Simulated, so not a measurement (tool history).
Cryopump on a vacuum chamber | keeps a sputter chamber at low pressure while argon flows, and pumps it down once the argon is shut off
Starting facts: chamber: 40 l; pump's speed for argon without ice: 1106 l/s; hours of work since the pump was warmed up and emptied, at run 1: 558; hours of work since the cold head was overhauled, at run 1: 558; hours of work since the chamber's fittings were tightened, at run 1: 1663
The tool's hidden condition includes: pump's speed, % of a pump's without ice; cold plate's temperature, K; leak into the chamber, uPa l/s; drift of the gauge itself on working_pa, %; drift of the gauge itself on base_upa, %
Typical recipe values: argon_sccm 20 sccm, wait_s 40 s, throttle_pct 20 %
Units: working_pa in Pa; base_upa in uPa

| run | hour | argon_sccm | wait_s | throttle_pct | hours of work since the pump was warmed up and emptied | hours of work since the cold head was overhauled | hours of work since the chamber's fittings were tightened | working_pa | base_upa |
|---|---|---|---|---|---|---|---|---|---|
| 1 | 0 | 20 | 40 | 20 | 558 | 558 | 1663 | 0.1555 | 3.1 |
| 2 | 42 | 20 | 40 | 20 | 579 | 579 | 1684 | 0.1549 | 3.18 |
| 3 | 73.5 | 20 | 40 | 20 | 594 | 594 | 1700 | 0.1564 | 3.06 |
| 4 | 112.8 | 20 | 40 | 20 | 614 | 614 | 1719 | 0.1558 | 3.18 |
| 5 | 155.8 | 20 | 40 | 20 | 635 | 635 | 1740 | 0.1557 | 3.27 |
| 6 | 200.6 | 20 | 40 | 20 | 657 | 657 | 1762 | 0.1549 | 3.17 |
| 7 | 233.6 | 20 | 40 | 20 | 673 | 673 | 1779 | 0.1557 | 3.21 |
| 8 | 279.5 | 21 | 60 | 34 | 696 | 696 | 1801 | 0.098 | 2.56 |
| 9 | 309.1 | 21 | 60 | 34 | 710 | 710 | 1816 | 0.0977 | 2.73 |
|  | 348.7 | leaking fittings of the chamber tightened, without venting |
| 10 | 350.4 | 12 | 37 | 44 | 730 | 730 | 1 | 0.0439 | 2.26 |
| 11 | 391.5 | 20 | 151 | 17 | 750 | 750 | 21 | 0.1839 | 0.82 |
| 12 | 441 | 31 | 151 | 52 | 774 | 774 | 46 | 0.0962 | 0.83 |
| 13 | 471.1 | 31 | 151 | 52 | 789 | 789 | 60 | 0.0972 | 0.86 |

Pick out some run-to-run changes in working_pa. Of each, how much would a tool without hidden state show as well, from the settings, what came in and chance, and how much is left for the hidden state and any gauge scatter not in both results compared?
Run 10 -> 11: argon_sccm 12 -> 20, wait_s 37 -> 151, throttle_pct 44 -> 17. working_pa +0.14 Pa: hidden state +0.0016, all else +0.1384.
Run 11 -> 12: argon_sccm 20 -> 31, throttle_pct 17 -> 52. working_pa -0.0877 Pa: hidden state +0.0021, all else -0.0898.
